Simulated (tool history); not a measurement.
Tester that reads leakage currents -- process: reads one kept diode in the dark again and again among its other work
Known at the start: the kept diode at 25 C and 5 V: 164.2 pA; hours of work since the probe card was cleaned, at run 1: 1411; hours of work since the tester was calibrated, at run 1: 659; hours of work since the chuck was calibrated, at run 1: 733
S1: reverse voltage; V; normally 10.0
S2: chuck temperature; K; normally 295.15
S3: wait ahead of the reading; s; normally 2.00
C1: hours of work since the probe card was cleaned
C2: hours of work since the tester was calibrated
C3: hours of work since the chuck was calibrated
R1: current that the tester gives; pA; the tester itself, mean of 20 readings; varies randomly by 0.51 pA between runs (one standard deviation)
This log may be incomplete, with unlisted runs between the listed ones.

run	day	S1	S2	S3	C1	C2	C3	R1
1	0.000	10.0	295.15	2.00	1411	659	733	170.48
2	2.008	10.0	295.15	1.01	1436	684	758	171.36
3	3.271	10.0	295.15	1.01	1451	699	773	171.23
4	4.996	10.0	295.15	1.01	1472	720	795	170.55
5	5.996	10.0	306.15	1.01	1485	733	807	394.70
6	7.975	10.0	306.15	1.01	1509	757	831	390.45
7	9.729	10.0	306.15	1.01	1531	779	853	392.53
8	10.767	10.0	323.15	1.01	1544	792	866	1365.91
9	12.275	10.0	323.15	1.01	1562	810	885	1369.89
10	13.654	10.0	323.15	1.01	1579	827	902	1357.75
11	15.329	10.0	323.15	1.01	1600	848	922	1363.79
12	16.879	10.0	323.15	1.01	1619	867	941	1356.92
13	18.046	10.0	323.15	1.01	1634	882	956	1348.25
14	19.396	10.0	323.15	1.01	1650	898	973	1344.49
15	20.917	10.0	323.15	1.01	1669	917	991	1354.73
# day 21.167: tester calibrated
16	22.054	10.0	295.15	1.00	1682	11	1004	169.49
17	23.971	10.0	295.15	1.00	1706	35	1028	169.79
# day 24.212: tester calibrated, once more
18	25.396	10.0	295.15	1.00	1722	15	1045	168.79
19	27.342	10.0	295.15	0.55	1746	39	1069	171.05
20	29.354	2.4	310.15	7.03	1771	64	1094	287.20
21	31.000	1.2	295.15	1.30	1792	84	1114	66.00
22	32.658	10.0	324.15	0.40	1812	104	1134	1430.62
23	33.838	10.0	324.15	0.40	1827	119	1149	1416.29
24	35.242	18.0	294.15	0.70	1844	136	1166	212.52
25	36.542	6.4	326.15	0.85	1860	152	1182	1365.29
26	37.596	6.4	326.15	0.85	1873	165	1195	1361.50
27	39.621	9.3	326.15	0.81	1898	190	1220	1566.15
28	41.617	4.7	295.15	2.00	1923	215	1245	115.82
29	43.292	4.7	295.15	2.00	1943	236	1266	116.04
30	44.821	5.4	299.15	1.56	1962	255	1285	169.38
31	46.217	12.6	303.15	9.77	1980	272	1302	327.47
32	47.225	1.2	295.15	2.00	1992	284	1314	64.98
33	48.238	16.3	295.15	2.30	2005	297	1327	209.11
34	49.338	10.0	325.15	0.45	2018	310	1340	1496.59
35	50.983	3.3	326.15	0.91	2038	331	1361	1034.62
36	52.475	2.2	301.15	3.76	2057	349	1379	134.62
37	53.338	2.2	301.15	0.46	2068	360	1390	135.18
# day 53.512: chuck's temperature calibrated
38	54.658	4.2	298.15	7.54	2083	375	14	164.66

Each row is a separate what-if for the run after 38, all from the same tool condition, not one after another. Results?
A	56.721	1.4	319.15	0.33	2108	401	40	?
B	56.721	14.9	308.15	6.86	2108	401	40	?
C	56.721	10.0	317.15	2.00	2108	401	40	?
D	56.721	2.7	298.15	1.03	2108	401	40	?
E	56.721	9.9	331.15	9.04	2108	401	40	?

run	R1
A	525.10
B	602.59
C	984.75
D	137.03
E	2601.23
Had the tool no hidden state, the same runs would have come out as:
run	R1
A	522.60
B	565.42
C	961.04
D	130.45
E	2580.28

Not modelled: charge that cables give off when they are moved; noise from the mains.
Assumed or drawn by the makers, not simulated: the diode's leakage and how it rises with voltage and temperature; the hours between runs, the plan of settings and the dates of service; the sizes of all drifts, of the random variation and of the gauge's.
